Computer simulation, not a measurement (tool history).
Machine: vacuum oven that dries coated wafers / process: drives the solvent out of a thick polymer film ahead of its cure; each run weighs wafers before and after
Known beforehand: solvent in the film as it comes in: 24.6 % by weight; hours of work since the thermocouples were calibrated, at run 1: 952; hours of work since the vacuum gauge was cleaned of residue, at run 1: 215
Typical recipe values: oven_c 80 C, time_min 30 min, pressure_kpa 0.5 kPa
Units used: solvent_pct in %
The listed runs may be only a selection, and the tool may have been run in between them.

| run | day | oven_c | time_min | pressure_kpa | hours of work since the thermocouples were calibrated | hours of work since the vacuum gauge was cleaned of residue | solvent_pct |
|---|---|---|---|---|---|---|---|
| 1 | 0 | 80 | 30 | 0.5 | 952 | 215 | 2.61 |
| 2 | 2.275 | 80 | 30 | 0.5 | 974 | 237 | 2.69 |
| 3 | 5.8 | 80 | 30 | 0.5 | 1008 | 271 | 2.73 |
| 4 | 8.167 | 80 | 30 | 0.5 | 1030 | 294 | 2.66 |
|  | 11.117 | oven's thermocouples calibrated |
| 5 | 11.683 | 80 | 30 | 0.5 | 5 | 327 | 2.52 |
| 6 | 15.592 | 80 | 30 | 0.5 | 43 | 364 | 2.43 |
| 7 | 18.162 | 80 | 16 | 0.5 | 68 | 389 | 6.04 |
| 8 | 23.033 | 80 | 16 | 0.5 | 114 | 436 | 6.07 |
| 9 | 25.246 | 80 | 30 | 0.5 | 136 | 457 | 2.54 |
| 10 | 28.754 | 80 | 30 | 0.971 | 169 | 491 | 3 |
| 11 | 32.575 | 80 | 30 | 0.5 | 206 | 527 | 2.54 |
| 12 | 34.938 | 80 | 30 | 0.523 | 229 | 550 | 2.51 |
| 13 | 40.15 | 80 | 30 | 0.523 | 279 | 600 | 2.59 |
| 14 | 43.262 | 80 | 54 | 0.5 | 309 | 630 | 1.06 |
| 15 | 47.758 | 80 | 54 | 0.5 | 352 | 673 | 1.07 |
| 16 | 52.2 | 80 | 54 | 0.435 | 395 | 716 | 0.99 |
| 17 | 56.838 | 80 | 54 | 0.435 | 439 | 760 | 0.91 |
| 18 | 59.342 | 80 | 30 | 0.513 | 463 | 785 | 2.72 |
| 19 | 62.225 | 80 | 30 | 0.513 | 491 | 812 | 2.6 |
| 20 | 64.646 | 80 | 30 | 0.513 | 514 | 835 | 2.62 |
| 21 | 67.783 | 80 | 30 | 0.513 | 544 | 866 | 2.72 |
| 22 | 71.233 | 94 | 30 | 0.513 | 577 | 899 | 0.55 |
| 23 | 74.883 | 80 | 30 | 0.5 | 612 | 934 | 2.71 |
| 24 | 79.925 | 71 | 39 | 0.5 | 661 | 982 | 4.65 |
| 25 | 82.662 | 71 | 16 | 0.419 | 687 | 1008 | 10.46 |
| 26 | 86.238 | 82 | 30 | 0.41 | 721 | 1043 | 2.08 |
| 27 | 90.033 | 77 | 25 | 0.5 | 758 | 1079 | 4.78 |
| 28 | 93.025 | 78 | 39 | 0.311 | 787 | 1108 | 2.01 |
| 29 | 95.762 | 90 | 26 | 0.36 | 813 | 1134 | 0.92 |
| 30 | 99.817 | 94 | 20 | 1.396 | 852 | 1173 | 1.68 |
| 31 | 102.367 | 66 | 20 | 1.396 | 876 | 1198 | 12.68 |
| 32 | 106.871 | 81 | 20 | 0.757 | 920 | 1241 | 4.92 |
| 33 | 110.008 | 81 | 20 | 0.757 | 950 | 1271 | 4.91 |
| 34 | 113.229 | 88 | 30 | 0.756 | 981 | 1302 | 1.35 |
| 35 | 118.292 | 84 | 54 | 0.471 | 1029 | 1351 | 0.91 |
|  | 121.204 | oven's thermocouples calibrated |
| 36 | 121.892 | 84 | 54 | 0.471 | 7 | 1384 | 0.91 |
| 37 | 126.525 | 76 | 54 | 0.726 | 51 | 1429 | 2.19 |
| 38 | 129.479 | 71 | 41 | 0.5 | 79 | 1457 | 4.41 |
| 39 | 131.85 | 80 | 33 | 1.082 | 102 | 1480 | 3.07 |
| 40 | 136.933 | 80 | 33 | 1.082 | 151 | 1529 | 3.05 |
| 41 | 141.788 | 80 | 33 | 1.082 | 198 | 1575 | 3.09 |
| 42 | 144.708 | 80 | 25 | 1.082 | 226 | 1604 | 4.35 |
| 43 | 147.683 | 88 | 32 | 1.345 | 254 | 1632 | 1.74 |
| 44 | 150.875 | 88 | 32 | 1.345 | 285 | 1663 | 1.85 |
| 45 | 155.192 | 73 | 35 | 0.264 | 326 | 1704 | 4.36 |
| 46 | 157.512 | 69 | 30 | 0.389 | 349 | 1726 | 7.34 |

Subtracting, for every run, the result it would have given without the tool's unlogged condition from the measured result gives the following. The same run-to-run variation enters both numbers; the gauge's scatter may not:
Hidden state present: true wafer temperature over the reading, C; true pressure over the reading, kPa; drift of the gauge itself on solvent_pct, %.
| run | solvent_pct |
|---|---|
| 1 | +0.28 |
| 2 | +0.3 |
| 3 | +0.31 |
| 4 | +0.32 |
| 5 | +0.05 |
| 6 | +0.06 |
| 7 | +0.06 |
| 8 | +0.09 |
| 9 | +0.11 |
| 10 | +0.12 |
| 11 | +0.14 |
| 12 | +0.15 |
| 13 | +0.17 |
| 14 | +0.16 |
| 15 | +0.18 |
| 16 | +0.2 |
| 17 | +0.21 |
| 18 | +0.26 |
| 19 | +0.27 |
| 20 | +0.28 |
| 21 | +0.29 |
| 22 | +0.14 |
| 23 | +0.32 |
| 24 | +0.48 |
| 25 | +0.41 |
| 26 | +0.33 |
| 27 | +0.45 |
| 28 | +0.4 |
| 29 | +0.25 |
| 30 | +0.25 |
| 31 | +0.57 |
| 32 | +0.49 |
| 33 | +0.51 |
| 34 | +0.31 |
| 35 | +0.32 |
| 36 | +0.29 |
| 37 | +0.44 |
| 38 | +0.54 |
| 39 | +0.41 |
| 40 | +0.45 |
| 41 | +0.46 |
| 42 | +0.49 |
| 43 | +0.34 |
| 44 | +0.35 |
| 45 | +0.65 |
| 46 | +0.72 |
